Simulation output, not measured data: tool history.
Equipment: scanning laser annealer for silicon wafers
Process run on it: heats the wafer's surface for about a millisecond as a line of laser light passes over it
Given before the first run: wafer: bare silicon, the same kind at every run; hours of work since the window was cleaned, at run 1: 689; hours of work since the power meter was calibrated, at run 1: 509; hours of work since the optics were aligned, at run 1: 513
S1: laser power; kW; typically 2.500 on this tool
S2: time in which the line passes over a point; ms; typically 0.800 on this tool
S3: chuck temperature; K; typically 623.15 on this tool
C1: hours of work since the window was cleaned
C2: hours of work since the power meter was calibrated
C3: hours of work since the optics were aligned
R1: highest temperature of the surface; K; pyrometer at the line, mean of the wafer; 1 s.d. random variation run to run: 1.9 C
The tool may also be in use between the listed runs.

| run | hour | S1 | S2 | S3 | C1 | C2 | C3 | R1 |
|---|---|---|---|---|---|---|---|---|
| 1 | 0.0 | 2.500 | 0.800 | 623.15 | 689 | 509 | 513 | 1407.15 |
| 2 | 48.9 | 2.500 | 0.800 | 623.15 | 726 | 547 | 551 | 1405.15 |
| 3 | 92.2 | 2.500 | 0.800 | 623.15 | 760 | 581 | 584 | 1409.15 |
| 4 | 126.6 | 2.500 | 0.800 | 623.15 | 787 | 607 | 611 | 1407.15 |
| 5 | 179.7 | 2.500 | 0.800 | 623.15 | 828 | 649 | 652 | 1408.15 |
| 6 | 220.5 | 2.500 | 0.800 | 633.15 | 859 | 680 | 684 | 1416.15 |
|  | 230.9 | window over the wafer cleaned |
| 7 | 269.8 | 2.500 | 0.800 | 633.15 | 30 | 717 | 720 | 1421.15 |
| 8 | 303.9 | 2.500 | 0.800 | 623.15 | 57 | 743 | 747 | 1407.15 |
| 9 | 351.5 | 2.500 | 0.688 | 623.15 | 93 | 780 | 784 | 1355.15 |
| 10 | 376.3 | 2.500 | 0.688 | 623.15 | 113 | 799 | 803 | 1354.15 |
| 11 | 402.6 | 2.500 | 0.688 | 623.15 | 133 | 819 | 823 | 1356.15 |
| 12 | 444.8 | 2.500 | 0.996 | 623.15 | 166 | 852 | 856 | 1488.15 |
| 13 | 484.6 | 2.500 | 0.996 | 623.15 | 196 | 883 | 887 | 1484.15 |
| 14 | 519.0 | 2.725 | 0.762 | 623.15 | 223 | 910 | 913 | 1483.15 |
| 15 | 568.0 | 2.737 | 0.904 | 605.15 | 261 | 948 | 951 | 1538.15 |
| 16 | 611.6 | 2.737 | 0.904 | 605.15 | 295 | 981 | 985 | 1538.15 |
| 17 | 635.4 | 2.737 | 0.904 | 605.15 | 313 | 1000 | 1003 | 1539.15 |
| 18 | 661.9 | 2.488 | 0.587 | 605.15 | 334 | 1020 | 1024 | 1281.15 |
| 19 | 696.4 | 2.500 | 0.800 | 647.15 | 360 | 1047 | 1051 | 1429.15 |
| 20 | 745.2 | 2.500 | 0.978 | 586.15 | 398 | 1085 | 1088 | 1445.15 |
| 21 | 773.4 | 2.500 | 0.978 | 586.15 | 420 | 1107 | 1110 | 1443.15 |

Across each entry between runs, compare the hidden state at the last listed run before it with the hidden state at the first listed run after it:
After run 6, before run 7: window over the wafer cleaned (hour 230.9)
  light that passes the window, % of a clean one's: 99.92 -> 100
